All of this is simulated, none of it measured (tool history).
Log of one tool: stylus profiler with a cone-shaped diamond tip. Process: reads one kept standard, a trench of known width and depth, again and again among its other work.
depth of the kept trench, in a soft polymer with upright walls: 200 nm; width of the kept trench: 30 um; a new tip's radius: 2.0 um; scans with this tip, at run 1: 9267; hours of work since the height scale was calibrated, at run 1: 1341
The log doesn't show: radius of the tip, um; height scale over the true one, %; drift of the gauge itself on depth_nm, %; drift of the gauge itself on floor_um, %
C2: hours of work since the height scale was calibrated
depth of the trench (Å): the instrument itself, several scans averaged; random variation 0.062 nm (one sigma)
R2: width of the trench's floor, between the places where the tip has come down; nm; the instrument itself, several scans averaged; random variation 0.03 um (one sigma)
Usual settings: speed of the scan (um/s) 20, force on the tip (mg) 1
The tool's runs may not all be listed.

Run 1, hour 0: usual settings; scans with this tip 9267; C2 1341. Result: depth of the trench (Å) 2004.4, R2 27640 nm.
Run 2, hour 70.1: usual settings but force on the tip (mg) 0.37; scans with this tip 9617; C2 1392. Result: depth of the trench (Å) 1998.1, R2 27450 nm.
Run 3, hour 107.9: usual settings; scans with this tip 9806; C2 1419. Result: depth of the trench (Å) 2003.1, R2 27500 nm.
Run 4, hour 142.7: usual settings; scans with this tip 9980; C2 1445. Result: depth of the trench (Å) 2002.4, R2 27560 nm.
Run 5, hour 195.9: usual settings; scans with this tip 10246; C2 1483. Result: depth of the trench (Å) 2002.4, R2 27550 nm.
Run 6, hour 278.8: usual settings; scans with this tip 10661; C2 1543. Result: depth of the trench (Å) 2001.6, R2 27520 nm.
Run 7, hour 314.2: usual settings; scans with this tip 10838; C2 1569. Result: depth of the trench (Å) 2001.8, R2 27500 nm.
Run 8, hour 347.9: usual settings but speed of the scan (um/s) 47; scans with this tip 11006; C2 1593. Result: depth of the trench (Å) 2002.2, R2 27260 nm.
At hour 387.2: height scale calibrated on a step standard.
Run 9, hour 414.8: usual settings but speed of the scan (um/s) 47; scans with this tip 11338; C2 20. Result: depth of the trench (Å) 2013.3, R2 27230 nm.
Run 10, hour 481.5: usual settings but speed of the scan (um/s) 47; scans with this tip 11672; C2 68. Result: depth of the trench (Å) 2012, R2 27180 nm.
Run 11, hour 556.7: usual settings but speed of the scan (um/s) 47; scans with this tip 12048; C2 123. Result: depth of the trench (Å) 2012.6, R2 27180 nm.
Run 12, hour 609.2: usual settings; scans with this tip 12310; C2 161. Result: depth of the trench (Å) 2012.2, R2 27450 nm.
Run 13, hour 663.5: usual settings but speed of the scan (um/s) 56; scans with this tip 12582; C2 200. Result: depth of the trench (Å) 2012, R2 27080 nm.
Run 14, hour 744.9: usual settings; scans with this tip 12989; C2 259. Result: depth of the trench (Å) 2012, R2 27420 nm.
Run 15, hour 785.1: usual settings; scans with this tip 13190; C2 288. Result: depth of the trench (Å) 2011.2, R2 27400 nm.
Run 16, hour 862: usual settings; scans with this tip 13574; C2 344. Result: depth of the trench (Å) 2009.8, R2 27330 nm.
Run 17, hour 896.1: usual settings but force on the tip (mg) 0.41; scans with this tip 13745; C2 368. Result: depth of the trench (Å) 2004.5, R2 27230 nm.
Run 18, hour 935.7: usual settings but force on the tip (mg) 0.41; scans with this tip 13943; C2 397. Result: depth of the trench (Å) 2004.8, R2 27230 nm.
Run 19, hour 974.6: usual settings but speed of the scan (um/s) 30, force on the tip (mg) 0.66; scans with this tip 14137; C2 425. Result: depth of the trench (Å) 2006.2, R2 27150 nm.
Run 20, hour 1038.7: usual settings but speed of the scan (um/s) 6, force on the tip (mg) 1.12; scans with this tip 14457; C2 471. Result: depth of the trench (Å) 2011.1, R2 27550 nm.
Run 21, hour 1088.3: usual settings but speed of the scan (um/s) 7, force on the tip (mg) 0.93; scans with this tip 14706; C2 507. Result: depth of the trench (Å) 2008.5, R2 27380 nm.
Run 22, hour 1129.2: usual settings but speed of the scan (um/s) 13, force on the tip (mg) 1.06; scans with this tip 14910; C2 537. Result: depth of the trench (Å) 2010.6, R2 27390 nm.
Run 23, hour 1198.2: usual settings but speed of the scan (um/s) 6, force on the tip (mg) 2.16; scans with this tip 15255; C2 587. Result: depth of the trench (Å) 2018.8, R2 27430 nm.
Run 24, hour 1239.8: usual settings but force on the tip (mg) 1.72; scans with this tip 15463; C2 617. Result: depth of the trench (Å) 2013.9, R2 27350 nm.
Run 25, hour 1289.3: usual settings but speed of the scan (um/s) 31, force on the tip (mg) 1.1; scans with this tip 15711; C2 653. Result: depth of the trench (Å) 2008.9, R2 27220 nm.
At hour 1354.1: new tip fitted, height scale calibrated.
Run 26, hour 1369.4: usual settings but speed of the scan (um/s) 31, force on the tip (mg) 1.1; scans with this tip 76; C2 11. Result: depth of the trench (Å) 2013.6, R2 27940 nm.
Run 27, hour 1438.4: usual settings but speed of the scan (um/s) 10, force on the tip (mg) 0.42; scans with this tip 421; C2 61. Result: depth of the trench (Å) 2005.9, R2 28040 nm.
Run 28, hour 1501.2: usual settings but speed of the scan (um/s) 15, force on the tip (mg) 1.24; scans with this tip 735; C2 106. Result: depth of the trench (Å) 2012.4, R2 28040 nm.
Run 29, hour 1577.4: usual settings but speed of the scan (um/s) 24, force on the tip (mg) 0.53; scans with this tip 1116; C2 162. Result: depth of the trench (Å) 2006.7, R2 27880 nm.
Run 30, hour 1617.1: usual settings but speed of the scan (um/s) 24, force on the tip (mg) 0.53; scans with this tip 1315; C2 190. Result: depth of the trench (Å) 2006, R2 27890 nm.

The next listed run, before its measurement:
Run 31, hour 1663.4: usual settings but speed of the scan (um/s) 11, force on the tip (mg) 0.61; scans with this tip 1546; C2 224. Result: depth of the trench (Å) ?, R2 ?.

depth of the trench (Å): 2006.8
R2: 27950 nm
Without the tool's hidden state the same run would have given depth of the trench (Å) 2008.7, R2 28060 nm.
